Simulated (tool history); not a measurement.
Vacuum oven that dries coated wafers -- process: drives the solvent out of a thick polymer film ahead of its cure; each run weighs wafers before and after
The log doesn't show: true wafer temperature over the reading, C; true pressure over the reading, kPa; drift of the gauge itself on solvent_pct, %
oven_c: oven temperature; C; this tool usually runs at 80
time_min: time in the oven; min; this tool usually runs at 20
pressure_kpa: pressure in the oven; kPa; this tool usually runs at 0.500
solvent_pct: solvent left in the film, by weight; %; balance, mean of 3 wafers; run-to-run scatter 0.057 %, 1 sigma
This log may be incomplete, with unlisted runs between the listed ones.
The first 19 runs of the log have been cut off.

run    hour  oven_c  time_min  pressure_kpa  hours of work since the thermocouples were calibrated  hours of work since the vacuum gauge was cleaned of residue  solvent_pct
 20  1240.2      80        20         0.970                                                    955                                                         1006         3.86
 21  1320.6      80        20         0.970                                                    989                                                         1040         3.88
     1341.0  -- vacuum gauge cleaned of residue and calibrated
 22  1414.1      80        20         0.970                                                   1027                                                           31         3.60
 23  1474.8      80        20         0.970                                                   1053                                                           56         3.71
     1493.3  -- oven's thermocouples calibrated
 24  1524.0      80        20         0.970                                                     13                                                           76         3.14
 25  1615.8      80        15         0.970                                                     51                                                          114         4.28
 26  1705.1      80        15         1.322                                                     89                                                          152         4.48
 27  1758.3      67        20         0.500                                                    111                                                          174         5.84
 28  1799.4      87        12         0.272                                                    128                                                          191         3.39
 29  1844.8      82        20         1.354                                                    147                                                          210         3.02
 30  1888.1      82        20         1.354                                                    165                                                          228         3.12
 31  1953.0      94        20         0.722                                                    193                                                          255         0.99
 32  2012.2      94        28         0.661                                                    217                                                          280         0.52
 33  2103.9      65        28         0.899                                                    256                                                          319         5.40
 34  2141.6      73        19         0.899                                                    272                                                          334         5.05
 35  2222.6      76        30         1.093                                                    305                                                          368         2.76
 36  2303.8      76        23         0.651                                                    339                                                          402         3.38
 37  2367.6      76        23         0.651                                                    366                                                          429         3.30

Forecast run 38:
 38  2411.7      80        22         0.500                                                    385                                                          448            ?

solvent_pct: 2.64 %
Were there no unlogged condition in the tool, this run, its random variation unchanged, would have produced solvent_pct 2.39 %.

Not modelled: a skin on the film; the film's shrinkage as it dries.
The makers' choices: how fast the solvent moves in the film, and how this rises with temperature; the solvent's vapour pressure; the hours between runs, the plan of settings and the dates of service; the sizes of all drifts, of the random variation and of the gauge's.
